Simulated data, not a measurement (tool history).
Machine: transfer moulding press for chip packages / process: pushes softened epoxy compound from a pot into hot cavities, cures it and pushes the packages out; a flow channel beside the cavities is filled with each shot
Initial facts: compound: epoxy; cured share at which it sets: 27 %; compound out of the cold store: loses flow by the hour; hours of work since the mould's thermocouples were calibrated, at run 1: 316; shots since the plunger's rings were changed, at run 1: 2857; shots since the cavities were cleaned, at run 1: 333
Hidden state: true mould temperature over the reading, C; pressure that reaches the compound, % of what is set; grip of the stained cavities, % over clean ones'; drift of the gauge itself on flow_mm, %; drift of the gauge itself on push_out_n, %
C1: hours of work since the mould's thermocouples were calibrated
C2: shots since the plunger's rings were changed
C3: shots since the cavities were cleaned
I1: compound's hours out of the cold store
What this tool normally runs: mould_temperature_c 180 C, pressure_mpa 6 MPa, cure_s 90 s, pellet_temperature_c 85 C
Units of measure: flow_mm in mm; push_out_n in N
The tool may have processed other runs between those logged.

{"run": 1, "hour": 0.0, "mould_temperature_c": 180, "pressure_mpa": 6, "cure_s": 90, "pellet_temperature_c": 85, "C1": 316, "C2": 2857, "C3": 333, "I1": 39.8, "flow_mm": 506, "push_out_n": 450}
{"run": 2, "hour": 21.0, "mould_temperature_c": 180, "pressure_mpa": 6, "cure_s": 90, "pellet_temperature_c": 85, "C1": 325, "C2": 3044, "C3": 520, "I1": 39.5, "flow_mm": 502, "push_out_n": 489}
{"hour": 31.7, "done": "plunger's sealing rings changed"}
{"run": 3, "hour": 35.1, "mould_temperature_c": 180, "pressure_mpa": 4.89, "cure_s": 90, "pellet_temperature_c": 85, "C1": 330, "C2": 29, "C3": 622, "I1": 12.4, "flow_mm": 561, "push_out_n": 527}
{"run": 4, "hour": 47.6, "mould_temperature_c": 184, "pressure_mpa": 6, "cure_s": 90, "pellet_temperature_c": 85, "C1": 336, "C2": 141, "C3": 734, "I1": 21.4, "flow_mm": 577, "push_out_n": 473}
{"hour": 58.2, "done": "cavities cleaned with cleaning compound and waxed"}
{"run": 5, "hour": 58.6, "mould_temperature_c": 184, "pressure_mpa": 6, "cure_s": 90, "pellet_temperature_c": 85, "C1": 340, "C2": 225, "C3": 3, "I1": 38.1, "flow_mm": 529, "push_out_n": 567}
{"run": 6, "hour": 75.8, "mould_temperature_c": 187, "pressure_mpa": 6, "cure_s": 90, "pellet_temperature_c": 85, "C1": 348, "C2": 377, "C3": 155, "I1": 28.5, "flow_mm": 550, "push_out_n": 529}
{"hour": 90.0, "done": "cavities cleaned with cleaning compound and waxed, once more"}
{"run": 7, "hour": 90.1, "mould_temperature_c": 180, "pressure_mpa": 6, "cure_s": 90, "pellet_temperature_c": 85, "C1": 353, "C2": 491, "C3": 1, "I1": 24, "flow_mm": 577, "push_out_n": 355}
{"run": 8, "hour": 99.1, "mould_temperature_c": 180, "pressure_mpa": 6, "cure_s": 90, "pellet_temperature_c": 85, "C1": 357, "C2": 571, "C3": 81, "I1": 8.5, "flow_mm": 628, "push_out_n": 396}
{"run": 9, "hour": 118.4, "mould_temperature_c": 180, "pressure_mpa": 6, "cure_s": 90, "pellet_temperature_c": 85, "C1": 365, "C2": 742, "C3": 252, "I1": 13.6, "flow_mm": 603, "push_out_n": 453}
{"run": 10, "hour": 138.3, "mould_temperature_c": 180, "pressure_mpa": 6, "cure_s": 90, "pellet_temperature_c": 85, "C1": 374, "C2": 919, "C3": 429, "I1": 43.7, "flow_mm": 509, "push_out_n": 479}
{"run": 11, "hour": 153.1, "mould_temperature_c": 174, "pressure_mpa": 6, "cure_s": 90, "pellet_temperature_c": 85, "C1": 381, "C2": 1050, "C3": 560, "I1": 38.6, "flow_mm": 540, "push_out_n": 713}
{"run": 12, "hour": 169.4, "mould_temperature_c": 174, "pressure_mpa": 6.25, "cure_s": 90, "pellet_temperature_c": 85, "C1": 388, "C2": 1195, "C3": 705, "I1": 10.5, "flow_mm": 643, "push_out_n": 823}
{"hour": 182.7, "done": "cavities cleaned with cleaning compound and waxed"}
{"run": 13, "hour": 186.9, "mould_temperature_c": 174, "pressure_mpa": 6.25, "cure_s": 90, "pellet_temperature_c": 85, "C1": 395, "C2": 1337, "C3": 37, "I1": 44.8, "flow_mm": 537, "push_out_n": 493}
{"run": 14, "hour": 204.2, "mould_temperature_c": 188, "pressure_mpa": 6.25, "cure_s": 90, "pellet_temperature_c": 85, "C1": 402, "C2": 1491, "C3": 191, "I1": 32.6, "flow_mm": 532, "push_out_n": 330}
{"run": 15, "hour": 217.0, "mould_temperature_c": 180, "pressure_mpa": 7.19, "cure_s": 90, "pellet_temperature_c": 75, "C1": 408, "C2": 1604, "C3": 304, "I1": 44.3, "flow_mm": 553, "push_out_n": 453}
{"run": 16, "hour": 232.9, "mould_temperature_c": 180, "pressure_mpa": 6, "cure_s": 113, "pellet_temperature_c": 77, "C1": 415, "C2": 1746, "C3": 446, "I1": 40.5, "flow_mm": 514, "push_out_n": 382}
{"run": 17, "hour": 248.5, "mould_temperature_c": 185, "pressure_mpa": 5.97, "cure_s": 107, "pellet_temperature_c": 86, "C1": 421, "C2": 1884, "C3": 584, "I1": 29.6, "flow_mm": 532, "push_out_n": 402}
{"run": 18, "hour": 264.7, "mould_temperature_c": 185, "pressure_mpa": 5.97, "cure_s": 107, "pellet_temperature_c": 86, "C1": 428, "C2": 2027, "C3": 727, "I1": 41.1, "flow_mm": 498, "push_out_n": 407}
{"hour": 275.6, "done": "cavities cleaned with cleaning compound and waxed"}
{"run": 19, "hour": 281.3, "mould_temperature_c": 185, "pressure_mpa": 5.97, "cure_s": 107, "pellet_temperature_c": 86, "C1": 435, "C2": 2161, "C3": 50, "I1": 10.1, "flow_mm": 587, "push_out_n": 288}
{"run": 20, "hour": 293.7, "mould_temperature_c": 174, "pressure_mpa": 6, "cure_s": 70, "pellet_temperature_c": 85, "C1": 440, "C2": 2272, "C3": 161, "I1": 42.6, "flow_mm": 519, "push_out_n": 941}

Predict the results of run 21:
{"run": 21, "hour": 309.7, "mould_temperature_c": 174, "pressure_mpa": 6, "cure_s": 93, "pellet_temperature_c": 85, "C1": 447, "C2": 2414, "C3": 303, "I1": 31.6, "flow_mm": "?", "push_out_n": "?"}

{"run 21": {"flow_mm": 545, "push_out_n": 594}}
With the hidden condition absent and the run-to-run variation left alone, this run would have shown flow_mm 570 mm, push_out_n 464 N.
